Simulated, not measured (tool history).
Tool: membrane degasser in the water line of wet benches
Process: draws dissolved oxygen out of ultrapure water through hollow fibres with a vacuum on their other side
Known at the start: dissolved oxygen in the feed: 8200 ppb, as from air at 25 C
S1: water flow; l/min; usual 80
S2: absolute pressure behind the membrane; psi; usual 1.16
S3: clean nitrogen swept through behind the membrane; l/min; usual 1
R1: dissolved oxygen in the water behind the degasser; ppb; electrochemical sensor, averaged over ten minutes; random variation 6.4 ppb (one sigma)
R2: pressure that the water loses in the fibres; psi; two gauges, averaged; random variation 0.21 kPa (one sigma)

run	day	S1	S2	S3	R1	R2
1	0	80	1.16	1	670.7	7.11
2	1.804	80	1.16	1	673.1	7.126
3	4.229	80	1.851	1	1215.6	7.078
4	5.462	80	1.16	1.14	634.4	7.058
5	7.9	80	1.16	1.14	617.6	7.082
6	10.333	80	1.16	1	679.4	7.1
7	11.675	80	1.16	1	667.8	7.155
8	13.988	80	1.16	1	679.4	7.117
# day 16.229: seals of the vacuum lines changed
9	16.275	92	1.16	1	750.6	8.199
10	17.633	80	1.16	1	672.7	7.084
11	19.642	80	1.16	1	683	7.152
12	20.896	94	1.16	1	765.3	8.417
13	23.4	94	1.16	1	763	8.453
14	25.738	70	1.331	1.18	669.7	6.186
15	27.767	70	1.331	1.18	676.3	6.29
16	29.512	62	2.18	0.66	1558.2	5.536
17	30.825	54	1.366	0.54	938.1	4.833
18	33.796	51	1.917	0.54	1337.2	4.579
19	35.662	63	0.703	1.07	232.3	5.7
20	37.408	80	1.289	1	793	7.208
21	38.883	49	1.16	1	469.2	4.429
22	41.479	49	1.16	1	469.2	4.416
23	44.496	49	1.16	1	474.4	4.393
24	47.242	51	1.16	1	487.5	4.599
25	49.721	51	1.16	1	483.6	4.595

5 ways to go on from here, each from the tool as it stands after run 25. What would each give?
A	50.942	89	1.231	2.07	?	?
B	50.942	80	1.376	1.55	?	?
C	50.942	51	1.16	1.2	?	?
D	50.942	51	2.467	1	?	?
E	50.942	80	1.16	2.76	?	?

run	R1	R2
A	516	8.093
B	660.6	7.175
C	435.8	4.601
D	1232.2	4.66
E	353.2	7.204
Without the tool's hidden state the same runs would have given:
run	R1	R2
A	478.3	7.697
B	622.6	6.823
C	406.5	4.374
D	1204.7	4.434
E	323.8	6.85

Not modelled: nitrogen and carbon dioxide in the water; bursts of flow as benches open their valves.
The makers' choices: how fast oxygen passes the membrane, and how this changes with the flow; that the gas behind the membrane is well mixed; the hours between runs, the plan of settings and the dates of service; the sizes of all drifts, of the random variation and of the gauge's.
